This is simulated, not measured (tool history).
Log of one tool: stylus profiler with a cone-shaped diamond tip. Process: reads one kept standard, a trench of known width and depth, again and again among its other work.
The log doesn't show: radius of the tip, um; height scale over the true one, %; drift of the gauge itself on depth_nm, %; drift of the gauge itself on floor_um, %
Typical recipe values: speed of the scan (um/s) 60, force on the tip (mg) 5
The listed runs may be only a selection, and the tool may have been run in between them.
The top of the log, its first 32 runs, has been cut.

| run | day | speed of the scan (um/s) | force on the tip (mg) | scans with this tip | hours of work since the height scale was calibrated | depth of the trench (Å) | width of the trench's floor (µm) |
|---|---|---|---|---|---|---|---|
| 33 | 33.058 | 64 | 7.48 | 2917 | 410 | 2052.5 | 16.65 |
| 34 | 33.962 | 64 | 7.48 | 2990 | 420 | 2052.8 | 16.63 |
| 35 | 35.162 | 101 | 9.66 | 3087 | 434 | 2064 | 16.57 |
| 36 | 36.217 | 101 | 9.66 | 3173 | 446 | 2063.7 | 16.58 |
| 37 | 37.383 | 59 | 2.93 | 3267 | 459 | 2025.9 | 16.46 |
| 38 | 38 | 59 | 2.93 | 3317 | 466 | 2027 | 16.54 |
| 39 | 39.288 | 59 | 2.93 | 3422 | 481 | 2026.6 | 16.49 |
| 40 | 40.275 | 59 | 2.93 | 3502 | 492 | 2025.8 | 16.51 |
| 41 | 41.662 | 16 | 8.2 | 3614 | 508 | 2055.4 | 16.72 |
| 42 | 42.296 | 145 | 4.56 | 3665 | 515 | 2036.1 | 16.14 |
| 43 | 43.629 | 145 | 4.56 | 3774 | 530 | 2036.8 | 16.19 |
| 44 | 44.925 | 54 | 7.77 | 3879 | 545 | 2054.6 | 16.64 |
| 45 | 45.6 | 76 | 2.36 | 3934 | 553 | 2021.9 | 16.28 |
| 46 | 46.917 | 76 | 2.36 | 4040 | 568 | 2021.2 | 16.29 |
| 47 | 47.833 | 76 | 2.36 | 4114 | 578 | 2018.6 | 16.28 |
| 48 | 48.662 | 57 | 1.72 | 4182 | 588 | 2015.3 | 16.36 |

Alternative continuations, all from the tool just after run 48; predict every row:
| A | 49.95 | 60 | 5.36 | 4286 | 602 | ? | ? |
| B | 49.95 | 60 | 7.74 | 4286 | 602 | ? | ? |
| C | 49.95 | 26 | 7.46 | 4286 | 602 | ? | ? |

| run | depth of the trench (Å) | width of the trench's floor (µm) |
|---|---|---|
| A | 2040.2 | 16.48 |
| B | 2053.2 | 16.47 |
| C | 2051.5 | 16.61 |
The same runs, with their run-to-run variation unchanged, on a tool lacking any hidden condition would have given:
| run | depth of the trench (Å) | width of the trench's floor (µm) |
|---|---|---|
| A | 2045.4 | 16.99 |
| B | 2058.4 | 16.99 |
| C | 2056.7 | 17.12 |
